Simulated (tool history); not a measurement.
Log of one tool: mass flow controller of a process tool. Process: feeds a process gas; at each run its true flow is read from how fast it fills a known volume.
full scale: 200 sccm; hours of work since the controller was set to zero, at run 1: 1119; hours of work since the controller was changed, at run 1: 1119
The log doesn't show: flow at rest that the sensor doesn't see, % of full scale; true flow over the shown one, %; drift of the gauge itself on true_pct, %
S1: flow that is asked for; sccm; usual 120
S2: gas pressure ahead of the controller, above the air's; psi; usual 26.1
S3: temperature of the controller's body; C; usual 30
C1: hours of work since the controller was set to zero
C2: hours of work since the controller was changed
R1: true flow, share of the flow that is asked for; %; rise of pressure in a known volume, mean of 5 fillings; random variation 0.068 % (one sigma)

run      day   S1    S2  S3    C1    C2     R1
  1        0  120  26.1  30  1119  1119  98.52
  2    3.996  120  26.1  30  1148  1148  98.21
  3    7.867  120  26.1  30  1176  1176  97.97
  4   10.338  120  37.1  30  1194  1194  98.51
  5   14.212  120  37.1  30  1222  1222  98.13
  6   18.083  120  37.1  30  1250  1250  98.09
  7   19.829  120  26.1  38  1263  1263  96.84
  8   22.375  120  26.1  21  1281  1281  97.94
  9     24.5  120  26.1  21  1297  1297  97.93
 10   26.504  120  26.1  21  1311  1311  97.81
 11   29.708  120  26.1  30  1335  1335   96.9
 12   33.208  120  26.1  30  1360  1360  96.77
 13   36.979  120  26.1  30  1387  1387  96.59
 14   40.262  120  26.1  30  1411  1411  96.38
 15   43.075  120  37.9  30  1432  1432  96.86
 16   45.588  120  37.9  30  1450  1450  96.84
 17   49.571  120  37.9  30  1479  1479  96.57
 18   52.275  120  37.9  30  1499  1499  96.47
 19   53.962  120  26.1  30  1511  1511   95.7
      55.754  -- gauge calibrated
 20   56.754  120  26.1  30  1531  1531  98.31
 21   58.808  120  26.1  30  1546  1546  98.12
 22   61.738  120  26.1  30  1567  1567  98.17
 23   63.946  120  26.1  30  1583  1583  97.91
 24   65.738  120  26.1  30  1596  1596  97.99
 25   69.288   90  22.9  30  1622  1622  97.01
 26   72.988  120  23.9  30  1649  1649  97.45
 27    75.85   56  32.2  30  1670  1670  96.82
 28   78.267   56  32.2  30  1687  1687  96.75
 29   81.217   56  32.2  30  1709  1709  96.63
 30   84.179   23  21.9  26  1730  1730  95.97
 31   87.754  144  27.6  30  1756  1756  97.16
 32   89.971   87  26.1  22  1772  1772  97.04
 33   92.133   87  26.1  22  1788  1788  96.82
 34   95.233   87  26.1  22  1810  1810   96.6
 35   99.221  120  28.9  37  1839  1839  95.77
 36  103.204   45  21.3  28  1868  1868  95.07
 37  106.688  143  21.3  28  1894  1894  96.14
 38  110.788   27    31  31  1923  1923  94.63
 39  112.867   27    31  31  1938  1938  94.61
 40    116.6   83    22  31  1966  1966  94.56
 41  120.679   27  26.4  23  1995  1995  94.74
 42  122.621   27  26.4  23  2009  2009  94.43
 43  125.796   27  26.4  23  2032  2032   94.2
 44  128.733   61  39.6  30  2054  2054  94.72
 45   130.45   61  39.6  30  2066  2066  94.74
 46  133.154   61  39.6  30  2086  2086  94.51
 47   134.95   58  34.4  40  2099  2099  93.32
     137.433  -- gauge calibrated
 48   138.15   31  26.1  27  2122  2122  97.44

Forecast each of these 4 alternatives for the next run:
  A  141.625   56  30.5  22  2147  2147   ?
  B  141.625   22  26.1  38  2147  2147   ?
  C  141.625   40  31.9  23  2147  2147   ?
  D  141.625  125  32.6  26  2147  2147   ?

run     R1
  A  98.28
  B  96.25
  C     98
  D  98.92
Without the tool's hidden state the same runs would have given:
run     R1
  A  98.48
  B  96.44
  C   98.2
  D  99.13

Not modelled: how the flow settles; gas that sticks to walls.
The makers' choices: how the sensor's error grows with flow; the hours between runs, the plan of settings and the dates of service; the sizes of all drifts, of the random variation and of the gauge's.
